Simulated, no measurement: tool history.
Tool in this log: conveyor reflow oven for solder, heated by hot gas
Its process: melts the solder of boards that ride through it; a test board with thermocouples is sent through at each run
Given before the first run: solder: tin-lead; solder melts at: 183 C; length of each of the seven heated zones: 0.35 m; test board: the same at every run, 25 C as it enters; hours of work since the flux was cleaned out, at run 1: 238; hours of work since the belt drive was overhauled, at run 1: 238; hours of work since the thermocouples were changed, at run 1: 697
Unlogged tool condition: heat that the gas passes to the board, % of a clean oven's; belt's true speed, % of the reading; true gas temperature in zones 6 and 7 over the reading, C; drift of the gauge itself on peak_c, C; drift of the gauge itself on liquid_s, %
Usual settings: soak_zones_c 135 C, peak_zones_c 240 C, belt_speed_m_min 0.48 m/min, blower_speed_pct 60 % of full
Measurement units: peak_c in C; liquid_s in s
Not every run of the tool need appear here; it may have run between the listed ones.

| run | hour | soak_zones_c | peak_zones_c | belt_speed_m_min | blower_speed_pct | hours of work since the flux was cleaned out | hours of work since the belt drive was overhauled | hours of work since the thermocouples were changed | peak_c | liquid_s |
|---|---|---|---|---|---|---|---|---|---|---|
| 1 | 0 | 135 | 240 | 0.48 | 60 | 238 | 238 | 697 | 217.6 | 63.4 |
| 2 | 22.6 | 135 | 240 | 0.48 | 60 | 249 | 249 | 708 | 217.5 | 63.5 |
| 3 | 36.3 | 135 | 240 | 0.48 | 60 | 255 | 255 | 715 | 218 | 64.7 |
| 4 | 55.6 | 135 | 240 | 0.48 | 60 | 265 | 265 | 724 | 217.9 | 64.1 |
| 5 | 68 | 135 | 240 | 0.48 | 56 | 271 | 271 | 730 | 215.3 | 61.8 |
| 6 | 79.3 | 135 | 240 | 0.48 | 60 | 276 | 276 | 736 | 218.1 | 63.6 |
| 7 | 99.6 | 135 | 240 | 0.48 | 60 | 286 | 286 | 746 | 217.8 | 63.1 |
| 8 | 116.9 | 135 | 240 | 0.48 | 60 | 295 | 295 | 754 | 217.7 | 63.5 |
| 9 | 141 | 135 | 240 | 0.48 | 70 | 306 | 306 | 766 | 221.2 | 67.3 |
| 10 | 159 | 135 | 240 | 0.48 | 70 | 315 | 315 | 775 | 221.6 | 67.9 |
| 11 | 173.8 | 135 | 240 | 0.48 | 70 | 322 | 322 | 782 | 221.5 | 66.9 |
| 12 | 184.2 | 135 | 240 | 0.48 | 70 | 327 | 327 | 787 | 221.6 | 68 |
| 13 | 203.9 | 135 | 240 | 0.48 | 70 | 337 | 337 | 796 | 221.3 | 67 |
| 14 | 228.9 | 135 | 240 | 0.48 | 70 | 349 | 349 | 808 | 221.4 | 68.1 |
| 15 | 243.5 | 135 | 240 | 0.48 | 70 | 356 | 356 | 816 | 221.2 | 67.3 |
| 16 | 264.4 | 135 | 240 | 0.48 | 55 | 366 | 366 | 826 | 214.7 | 60.8 |
| 17 | 283.1 | 134 | 246 | 0.48 | 70 | 375 | 375 | 835 | 226.1 | 71.3 |
|  | 300.3 | flux residue cleaned out of gas plates and filters |
| 18 | 304.3 | 134 | 246 | 0.48 | 70 | 2 | 383 | 843 | 228.6 | 73 |
| 19 | 316.6 | 134 | 246 | 0.48 | 70 | 8 | 389 | 849 | 228.5 | 73 |
| 20 | 334.1 | 135 | 251 | 0.48 | 86 | 16 | 397 | 857 | 238.2 | 80.2 |
| 21 | 347.8 | 135 | 251 | 0.48 | 86 | 23 | 404 | 864 | 237.5 | 78.8 |
| 22 | 368.5 | 135 | 251 | 0.404 | 61 | 33 | 414 | 874 | 234.8 | 91.8 |
| 23 | 383.2 | 130 | 240 | 0.48 | 54 | 40 | 421 | 881 | 215.1 | 60.3 |
| 24 | 405.4 | 135 | 229 | 0.555 | 60 | 51 | 432 | 892 | 204.6 | 42 |
| 25 | 420.9 | 139 | 238 | 0.48 | 69 | 58 | 440 | 899 | 221.9 | 70 |
| 26 | 441.1 | 135 | 236 | 0.48 | 60 | 68 | 449 | 909 | 216.2 | 62.9 |
| 27 | 465 | 135 | 240 | 0.48 | 51 | 80 | 461 | 920 | 215.4 | 60.1 |
| 28 | 486.7 | 135 | 240 | 0.48 | 51 | 90 | 471 | 931 | 214.4 | 61.8 |
| 29 | 505.4 | 121 | 236 | 0.536 | 87 | 99 | 480 | 940 | 218.5 | 55.1 |
| 30 | 517.9 | 135 | 242 | 0.48 | 60 | 105 | 487 | 946 | 220.4 | 66.9 |

Here are 4 independent what-if runs from the current tool condition. What would each one return?
| A | 539.8 | 139 | 232 | 0.48 | 60 | 116 | 497 | 957 | ? | ? |
| B | 539.8 | 135 | 230 | 0.526 | 59 | 116 | 497 | 957 | ? | ? |
| C | 539.8 | 135 | 242 | 0.48 | 62 | 116 | 497 | 957 | ? | ? |
| D | 539.8 | 130 | 242 | 0.566 | 83 | 116 | 497 | 957 | ? | ? |

| run | peak_c | liquid_s |
|---|---|---|
| A | 213.5 | 61.8 |
| B | 206.9 | 47.6 |
| C | 221.5 | 68.2 |
| D | 221.6 | 57.5 |
Without the tool's hidden state the same runs would have given:
| run | peak_c | liquid_s |
|---|---|---|
| A | 212.4 | 60.1 |
| B | 205.9 | 46.1 |
| C | 220.5 | 66.6 |
| D | 221 | 56.5 |
